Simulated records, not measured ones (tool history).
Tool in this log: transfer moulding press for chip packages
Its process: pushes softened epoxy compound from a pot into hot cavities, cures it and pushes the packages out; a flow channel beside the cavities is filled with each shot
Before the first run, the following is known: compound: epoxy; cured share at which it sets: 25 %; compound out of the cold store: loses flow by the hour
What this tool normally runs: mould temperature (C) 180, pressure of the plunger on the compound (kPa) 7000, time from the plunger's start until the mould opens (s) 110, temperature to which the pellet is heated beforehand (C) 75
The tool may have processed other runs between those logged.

run,day,mould temperature (C),pressure of the plunger on the compound (kPa),time from the plunger's start until the mould opens (s),temperature to which the pellet is heated beforehand (C),incoming compound's hours out of the cold store,length that the compound runs in the flow channel (mm),greatest force on the pins that push the packages out (N)
1,0,180,7000,110,75,31.3,775,430
# day 3.35: cavities cleaned with cleaning compound and waxed
2,3.612,180,7000,110,75,35.6,760,597
3,5.342,180,7000,110,75,21.8,797,605
4,7.325,180,7000,110,75,29.4,775,603
# day 8.112: cavities cleaned with cleaning compound and waxed
5,9.312,180,7000,110,75,29.7,768,444
6,11.346,185,7000,110,75,37.3,734,442
# day 12.867: cavities cleaned with cleaning compound and waxed
# day 14.408: mould's thermocouples calibrated
7,14.408,185,7000,110,75,23.9,756,398
8,16.521,180,7000,92,75,23,772,655
# day 16.892: plunger's sealing rings changed
# day 17.929: cavities cleaned with cleaning compound and waxed
9,18.821,180,7000,110,75,44.9,744,412
# day 21.296: cavities cleaned with cleaning compound and waxed, once more
10,22.942,180,7000,110,75,47.7,730,444
# day 26.117: cavities cleaned with cleaning compound and waxed
11,26.421,180,7000,110,75,46.2,728,379
12,29.592,180,7000,110,75,43.6,733,497
# day 30.754: cavities cleaned with cleaning compound and waxed
13,32.25,180,7000,110,75,30.7,761,451
14,34.367,180,8040,94,66,40.7,786,678
# day 35.538: cavities cleaned with cleaning compound and waxed
# day 36.488: plunger's sealing rings changed
15,36.958,180,7000,138,71,20.2,809,386
16,39.025,180,7000,138,71,24,794,448
# day 40.279: cavities cleaned with cleaning compound and waxed
17,42.304,186,6580,116,79,23.6,747,411
# day 44.888: cavities cleaned with cleaning compound and waxed
18,44.888,186,6580,116,79,40,710,313
19,48.842,186,6580,148,76,41.8,700,443
# day 49.562: cavities cleaned with cleaning compound and waxed
20,51.108,175,6580,148,83,17.7,792,416
# day 54.367: cavities cleaned with cleaning compound and waxed
21,54.983,175,6580,138,84,15.1,789,396
# day 56.021: plunger's sealing rings changed
22,57.996,177,6010,98,79,23.4,748,814
# day 59.175: cavities cleaned with cleaning compound and waxed
23,61.246,180,7270,105,67,39.5,769,504
# day 64.058: cavities cleaned with cleaning compound and waxed
24,64.4,180,7270,105,67,16,823,456
25,66.117,187,6670,139,67,17.2,763,398
# day 66.421: mould's thermocouples calibrated
26,68.342,187,7680,139,67,12.8,824,443

For some of the steps in length that the compound runs in the flow channel (mm) from one run to the next: how much would appear even if the tool had no hidden state, given the settings, what came in and random variation, and how much remains for the hidden state plus any gauge scatter that the measured result and the result without hidden state don't share?
Unlogged tool condition in this case: true mould temperature over the reading, C; pressure that reaches the compound, % of what is set; grip of the stained cavities, % over clean ones'; drift of the gauge itself on flow_mm, %; drift of the gauge itself on push_out_n, %.
Run 8 -> 9: time from the plunger's start until the mould opens (s) 92 -> 110, plunger's sealing rings changed, cavities cleaned with cleaning compound and waxed. length that the compound runs in the flow channel (mm) -28: hidden state +22, all else -50.
Run 14 -> 15: pressure of the plunger on the compound (kPa) 8040 -> 7000, time from the plunger's start until the mould opens (s) 94 -> 138, temperature to which the pellet is heated beforehand (C) 66 -> 71, cavities cleaned with cleaning compound and waxed, plunger's sealing rings changed. length that the compound runs in the flow channel (mm) +23: hidden state +23, all else +0.
Run 19 -> 20: mould temperature (C) 186 -> 175, temperature to which the pellet is heated beforehand (C) 76 -> 83, cavities cleaned with cleaning compound and waxed. length that the compound runs in the flow channel (mm) +92: hidden state -3, all else +95.
Run 25 -> 26: pressure of the plunger on the compound (kPa) 6670 -> 7680, mould's thermocouples calibrated. length that the compound runs in the flow channel (mm) +61: hidden state -9, all else +70.
